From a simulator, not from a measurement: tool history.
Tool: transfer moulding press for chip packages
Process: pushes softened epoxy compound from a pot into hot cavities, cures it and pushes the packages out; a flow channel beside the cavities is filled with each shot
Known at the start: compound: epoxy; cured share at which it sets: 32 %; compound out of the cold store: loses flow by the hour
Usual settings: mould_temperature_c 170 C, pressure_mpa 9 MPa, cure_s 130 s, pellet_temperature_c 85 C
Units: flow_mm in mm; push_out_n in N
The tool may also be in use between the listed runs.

| run | hour | mould_temperature_c | pressure_mpa | cure_s | pellet_temperature_c | incoming compound's hours out of the cold store | flow_mm | push_out_n |
|---|---|---|---|---|---|---|---|---|
| 1 | 0 | 170 | 9 | 130 | 85 | 9.2 | 953 | 172 |
| 2 | 26.4 | 170 | 7.11 | 130 | 85 | 25.1 | 795 | 180 |
| 3 | 47.8 | 170 | 9 | 134 | 85 | 42.4 | 835 | 183 |
| 4 | 66.7 | 170 | 9 | 130 | 94 | 37.5 | 841 | 176 |
| 5 | 93.5 | 170 | 9 | 130 | 94 | 45 | 827 | 179 |
| 6 | 111.9 | 170 | 9 | 130 | 94 | 15 | 943 | 179 |
| 7 | 144.3 | 170 | 9 | 130 | 94 | 11.8 | 951 | 179 |
| 8 | 163.9 | 170 | 9 | 130 | 78 | 24.6 | 899 | 186 |
| 9 | 200.8 | 170 | 9 | 130 | 78 | 42.4 | 832 | 181 |
| 10 | 231.2 | 170 | 9.58 | 130 | 85 | 14.1 | 976 | 181 |
| 11 | 249.7 | 170 | 9.58 | 130 | 85 | 17.1 | 959 | 178 |
| 12 | 284 | 170 | 9.58 | 130 | 85 | 22.8 | 930 | 184 |
| 13 | 305.6 | 170 | 9.58 | 130 | 85 | 13.2 | 969 | 179 |
| 14 | 325.1 | 170 | 9.58 | 130 | 85 | 29.6 | 909 | 187 |
| 15 | 346.8 | 170 | 9.58 | 130 | 85 | 23 | 948 | 176 |
| 16 | 382 | 167 | 8.28 | 130 | 85 | 39.8 | 830 | 182 |
| 17 | 406.6 | 170 | 9 | 130 | 90 | 12.4 | 953 | 175 |
| 18 | 431.4 | 170 | 9 | 130 | 90 | 13.8 | 940 | 167 |
| 19 | 452.3 | 170 | 9 | 130 | 90 | 18.7 | 923 | 181 |
| 20 | 473.8 | 170 | 9 | 113 | 90 | 41.8 | 839 | 196 |
| 21 | 510.9 | 170 | 9 | 113 | 90 | 25.7 | 911 | 202 |
| 22 | 549.9 | 175 | 7.38 | 126 | 78 | 27.8 | 776 | 171 |
| 23 | 576.8 | 170 | 9 | 130 | 78 | 28.7 | 883 | 177 |
| 24 | 613.7 | 176 | 9 | 130 | 92 | 47.6 | 793 | 173 |
| 25 | 633.3 | 165 | 9.6 | 143 | 92 | 28.9 | 934 | 180 |
| 26 | 670.8 | 170 | 8.7 | 130 | 79 | 9.2 | 934 | 186 |
| 27 | 708.6 | 170 | 8.7 | 130 | 79 | 33.2 | 849 | 167 |

Taken out of this log: 10 entries between the listed runs. Where each belongs, and how the hidden state differs across it:
Between runs 4 and 5: cavities cleaned with cleaning compound and waxed (hour 75.1)
  pressure that reaches the compound, % of what is set: 99.78 -> 99.76; grip of the stained cavities, % over clean ones': 1.6 -> 0.6
Between runs 7 and 8: cavities cleaned with cleaning compound and waxed (hour 159.9)
  pressure that reaches the compound, % of what is set: 99.73 -> 99.72; grip of the stained cavities, % over clean ones': 1.5 -> 0.1
Between runs 10 and 11: cavities cleaned with cleaning compound and waxed (hour 242.9)
  pressure that reaches the compound, % of what is set: 99.67 -> 99.66; grip of the stained cavities, % over clean ones': 1.5 -> 0.2
Between runs 12 and 13: plunger's sealing rings changed (hour 288.7)
  pressure that reaches the compound, % of what is set: 99.63 -> 99.99; grip of the stained cavities, % over clean ones': 1 -> 1.3
Between runs 14 and 15: cavities cleaned with cleaning compound and waxed (hour 328.4)
  pressure that reaches the compound, % of what is set: 99.98 -> 99.96; grip of the stained cavities, % over clean ones': 1.6 -> 0.6
Between runs 15 and 16: mould's thermocouples calibrated (hour 379.8)
  true mould temperature over the reading, C: 0.01 -> -0.01; pressure that reaches the compound, % of what is set: 99.96 -> 99.94; grip of the stained cavities, % over clean ones': 0.6 -> 1.2
Between runs 17 and 18: cavities cleaned with cleaning compound and waxed (hour 414.1)
  pressure that reaches the compound, % of what is set: 99.92 -> 99.9; grip of the stained cavities, % over clean ones': 1.6 -> 0.6
Between runs 20 and 21: cavities cleaned with cleaning compound and waxed (hour 498.1)
  pressure that reaches the compound, % of what is set: 99.87 -> 99.85; grip of the stained cavities, % over clean ones': 1.4 -> 0.4
Between runs 23 and 24: cavities cleaned with cleaning compound and waxed (hour 581.4)
  pressure that reaches the compound, % of what is set: 99.8 -> 99.78; grip of the stained cavities, % over clean ones': 1.6 -> 0.8
Between runs 25 and 26: cavities cleaned with cleaning compound and waxed (hour 664.2)
  pressure that reaches the compound, % of what is set: 99.77 -> 99.74; grip of the stained cavities, % over clean ones': 1.2 -> 0.3
